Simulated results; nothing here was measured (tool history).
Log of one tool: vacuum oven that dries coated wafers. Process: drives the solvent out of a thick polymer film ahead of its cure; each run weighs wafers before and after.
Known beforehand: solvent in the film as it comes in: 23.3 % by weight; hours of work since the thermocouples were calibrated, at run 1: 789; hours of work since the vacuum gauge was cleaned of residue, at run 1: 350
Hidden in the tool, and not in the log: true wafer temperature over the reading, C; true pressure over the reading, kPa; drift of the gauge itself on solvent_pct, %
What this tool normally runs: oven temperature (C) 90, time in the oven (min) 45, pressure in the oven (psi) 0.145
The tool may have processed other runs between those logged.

run	hour	oven temperature (C)	time in the oven (min)	pressure in the oven (psi)	hours of work since the thermocouples were calibrated	hours of work since the vacuum gauge was cleaned of residue	solvent left in the film (%)
1	0	90	45	0.145	789	350	5.17
2	19.5	90	45	0.145	799	359	5.19
3	29.1	95	45	0.145	803	364	3.23
4	38.8	95	45	0.145	808	369	3.19
5	50.9	95	45	0.145	814	375	3.21
# hour 53.9: oven's thermocouples calibrated
6	68.8	95	45	0.145	7	382	3.02
7	79.7	95	45	0.145	13	388	3.03
8	93.7	95	45	0.145	19	395	3.08
9	106.1	95	45	0.145	25	401	3.06
10	122.1	88	45	0.075	33	408	5.64

The next listed run, before its measurement:
11	140.9	88	45	0.075	42	418	?

solvent left in the film (%): 5.54
Take away the tool's hidden state, keep the run-to-run variation as it was, and the same run would have given solvent left in the film (%) 6.3.
